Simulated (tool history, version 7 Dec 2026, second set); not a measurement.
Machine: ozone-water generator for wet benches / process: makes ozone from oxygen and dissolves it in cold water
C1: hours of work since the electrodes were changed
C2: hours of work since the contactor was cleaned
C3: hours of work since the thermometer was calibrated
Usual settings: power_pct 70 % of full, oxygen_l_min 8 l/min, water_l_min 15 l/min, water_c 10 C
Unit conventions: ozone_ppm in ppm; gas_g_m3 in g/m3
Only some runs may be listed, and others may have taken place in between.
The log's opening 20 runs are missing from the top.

Run 21, day 30.738: usual settings but power_pct 95 % of full, oxygen_l_min 6.49 l/min, water_l_min 19 l/min, water_c 17 C; C1 1006; C2 3534; C3 795. Result: ozone_ppm 34.1 ppm, gas_g_m3 317.3 g/m3.
Run 22, day 32.712: usual settings but power_pct 83 % of full, oxygen_l_min 6.49 l/min, water_l_min 13 l/min, water_c 17 C; C1 1037; C2 3564; C3 825. Result: ozone_ppm 39.4 ppm, gas_g_m3 286.5 g/m3.
Run 23, day 34.862: usual settings but oxygen_l_min 4.54 l/min, water_l_min 14 l/min, water_c 12 C; C1 1070; C2 3598; C3 859. Result: ozone_ppm 36.9 ppm, gas_g_m3 301.1 g/m3.
Run 24, day 36.7: usual settings but oxygen_l_min 4.54 l/min, water_l_min 17 l/min, water_c 6 C; C1 1098; C2 3626; C3 887. Result: ozone_ppm 33.8 ppm, gas_g_m3 302.9 g/m3.
Run 25, day 37.938: usual settings but power_pct 53 % of full; C1 1118; C2 3645; C3 906. Result: ozone_ppm 28.2 ppm, gas_g_m3 183.1 g/m3.
Run 26, day 38.95: usual settings but power_pct 65 % of full, oxygen_l_min 14.06 l/min, water_c 6 C; C1 1133; C2 3661; C3 922. Result: ozone_ppm 33.2 ppm, gas_g_m3 159.3 g/m3.
Run 27, day 40.862: usual settings but power_pct 65 % of full, oxygen_l_min 14.06 l/min, water_c 6 C; C1 1163; C2 3691; C3 952. Result: ozone_ppm 33.7 ppm, gas_g_m3 159.2 g/m3.
Run 28, day 42.112: usual settings but power_pct 44 % of full, oxygen_l_min 13.7 l/min, water_l_min 20 l/min, water_c 5 C; C1 1182; C2 3710; C3 971. Result: ozone_ppm 21.6 ppm, gas_g_m3 119 g/m3.
Run 29, day 43.179: usual settings but power_pct 72 % of full, oxygen_l_min 11.85 l/min, water_c 6 C; C1 1199; C2 3727; C3 988. Result: ozone_ppm 37.5 ppm, gas_g_m3 185.5 g/m3.
Run 30, day 44.667: usual settings but power_pct 86 % of full, oxygen_l_min 8.79 l/min; C1 1222; C2 3750; C3 1011. Result: ozone_ppm 41.3 ppm, gas_g_m3 251.8 g/m3.

Run 31 comes next. What will it give?
Run 31, day 46.038: usual settings but power_pct 47 % of full, water_l_min 14 l/min, water_c 13 C; C1 1243; C2 3771; C3 1032. Result: ozone_ppm ?, gas_g_m3 ?.

{"run 31": {"ozone_ppm": 25.7, "gas_g_m3": 165}}
With the hidden condition absent and the run-to-run variation left alone, this run would have shown ozone_ppm 25.8 ppm, gas_g_m3 165 g/m3.

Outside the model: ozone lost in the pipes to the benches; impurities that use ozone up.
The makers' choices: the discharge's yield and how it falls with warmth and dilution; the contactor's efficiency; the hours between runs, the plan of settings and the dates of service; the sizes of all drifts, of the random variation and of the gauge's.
